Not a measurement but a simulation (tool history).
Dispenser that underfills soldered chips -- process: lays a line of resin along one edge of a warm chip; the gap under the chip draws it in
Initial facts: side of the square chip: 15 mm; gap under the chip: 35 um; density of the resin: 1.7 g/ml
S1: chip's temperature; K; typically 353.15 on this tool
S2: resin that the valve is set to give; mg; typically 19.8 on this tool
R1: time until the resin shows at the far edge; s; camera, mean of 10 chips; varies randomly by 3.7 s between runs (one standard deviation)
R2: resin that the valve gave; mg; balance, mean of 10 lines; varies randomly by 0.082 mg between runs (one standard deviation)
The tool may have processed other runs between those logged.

run,hour,S1,S2,R1,R2
1,0,353.15,19.8,396.8,19.17
# hour 8.5: new syringe of resin
2,12.6,353.15,22.1,440.9,21.51
# hour 18.8: new syringe of resin
3,20.4,368.15,19.8,259.5,19.18
# hour 28.9: new syringe of resin
4,32,368.15,19.8,277.3,19.06
# hour 39.1: new syringe of resin
5,40.5,368.15,19.8,261.6,18.89
6,47,353.15,19.8,523.6,18.81
# hour 49.3: new syringe of resin
7,52.8,353.15,19,445.6,18.02
# hour 59.3: new syringe of resin
8,60.6,353.15,19,413.7,18.1
# hour 65.6: dispensing valve cleaned and set on the balance
9,67.7,353.15,19.8,523.2,19.9
# hour 70.2: new syringe of resin
# hour 80.6: new syringe of resin
10,80.6,353.15,25.4,363.5,25.21
# hour 90.6: new syringe of resin
11,92.7,353.15,25.4,400.8,25
# hour 101: new syringe of resin
12,105.4,353.15,25.4,440.8,24.99
# hour 111: new syringe of resin
13,115.7,359.15,19.8,385.6,19.24
# hour 121.5: new syringe of resin
14,123.7,359.15,19.8,349.1,19.19
# hour 131.3: new syringe of resin
15,135.8,356.15,19.8,421.3,19.16
# hour 141.5: new syringe of resin
16,143.6,353.15,19.5,408,18.64
17,149.1,353.15,19.5,527.4,18.72
# hour 151.6: new syringe of resin
18,159.3,353.15,19.5,534.1,18.67
# hour 161.6: new syringe of resin
19,170.5,353.15,19.5,554.7,18.45
# hour 172.1: new syringe of resin
# hour 174.3: dispensing valve cleaned and set on the balance
20,179.7,350.15,17.4,563.6,17.41
# hour 183.2: new syringe of resin
21,191.3,367.15,21.5,347.8,21.41
# hour 193.4: new syringe of resin
22,198.4,339.15,19.9,720.1,19.67
# hour 203.8: new syringe of resin
23,210.8,339.15,19.9,789.5,19.53
# hour 213.9: new syringe of resin
24,219,339.15,17.9,754.3,17.4

Forecast run 25:
# hour 224: new syringe of resin
# hour 225.7: stage's temperature calibrated
25,230.5,339.15,17.9,?,?

R1: 730.9 s
R2: 17.33 mg
With no hidden state in the tool, this same run would have given R1 584.3 s, R2 17.9 mg.

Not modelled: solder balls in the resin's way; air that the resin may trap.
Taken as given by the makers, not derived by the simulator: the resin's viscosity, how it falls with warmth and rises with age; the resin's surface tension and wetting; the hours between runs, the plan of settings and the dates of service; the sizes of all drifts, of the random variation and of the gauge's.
